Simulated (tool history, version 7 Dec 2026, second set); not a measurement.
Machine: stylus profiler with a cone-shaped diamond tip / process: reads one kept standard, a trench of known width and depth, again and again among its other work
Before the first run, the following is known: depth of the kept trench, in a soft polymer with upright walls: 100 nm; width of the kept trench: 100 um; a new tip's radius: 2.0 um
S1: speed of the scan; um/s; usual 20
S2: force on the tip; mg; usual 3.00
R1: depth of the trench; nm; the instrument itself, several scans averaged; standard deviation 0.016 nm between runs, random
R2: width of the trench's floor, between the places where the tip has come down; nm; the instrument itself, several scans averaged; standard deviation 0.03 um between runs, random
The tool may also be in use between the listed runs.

Run 1, hour 0.0: usual settings. Result: R1 101.45 nm, R2 98480 nm.
Run 2, hour 66.0: usual settings but S1 71 um/s. Result: R1 101.41 nm, R2 98210 nm.
Run 3, hour 171.7: usual settings. Result: R1 101.44 nm, R2 98470 nm.
Run 4, hour 261.1: usual settings. Result: R1 101.43 nm, R2 98460 nm.
Run 5, hour 338.1: usual settings. Result: R1 101.43 nm, R2 98400 nm.
Run 6, hour 393.0: usual settings. Result: R1 101.47 nm, R2 98380 nm.
Run 7, hour 440.5: usual settings but S1 16 um/s. Result: R1 101.47 nm, R2 98470 nm.
Run 8, hour 500.8: usual settings but S2 3.72 mg. Result: R1 101.66 nm, R2 98380 nm.
Run 9, hour 574.5: usual settings but S1 5 um/s. Result: R1 101.46 nm, R2 98460 nm.
Run 10, hour 657.4: usual settings but S1 32 um/s. Result: R1 101.47 nm, R2 98310 nm.
Run 11, hour 756.3: usual settings. Result: R1 101.50 nm, R2 98370 nm.
Run 12, hour 831.0: usual settings but S2 5.05 mg. Result: R1 102.05 nm, R2 98420 nm.
Run 13, hour 890.8: usual settings but S1 24 um/s. Result: R1 101.50 nm, R2 98290 nm.
Run 14, hour 976.1: usual settings but S1 71 um/s. Result: R1 101.53 nm, R2 98110 nm.
Run 15, hour 1026.2: usual settings but S1 71 um/s. Result: R1 101.54 nm, R2 98080 nm.
Run 16, hour 1114.5: usual settings but S1 71 um/s. Result: R1 101.52 nm, R2 98040 nm.
Run 17, hour 1193.8: usual settings but S1 71 um/s. Result: R1 101.49 nm, R2 98010 nm.
Run 18, hour 1250.9: usual settings but S1 71 um/s. Result: R1 101.53 nm, R2 98020 nm.
At hour 1266.5: height scale calibrated on a step standard.
Run 19, hour 1334.4: usual settings but S1 71 um/s. Result: R1 101.27 nm, R2 98080 nm.
Run 20, hour 1400.0: usual settings. Result: R1 101.28 nm, R2 98290 nm.
Run 21, hour 1460.3: usual settings. Result: R1 101.30 nm, R2 98270 nm.
Run 22, hour 1565.2: usual settings. Result: R1 101.32 nm, R2 98280 nm.
Run 23, hour 1658.4: usual settings. Result: R1 101.30 nm, R2 98310 nm.
Run 24, hour 1731.1: usual settings. Result: R1 101.36 nm, R2 98280 nm.

The next listed run, before its measurement:
Run 25, hour 1831.0: usual settings but S1 29 um/s, S2 1.78 mg. Result: R1 ?, R2 ?.

Run 25 measured R1 100.96 nm, R2 98180 nm.
Without the tool's hidden state the same run would have given R1 100.92 nm, R2 98550 nm.
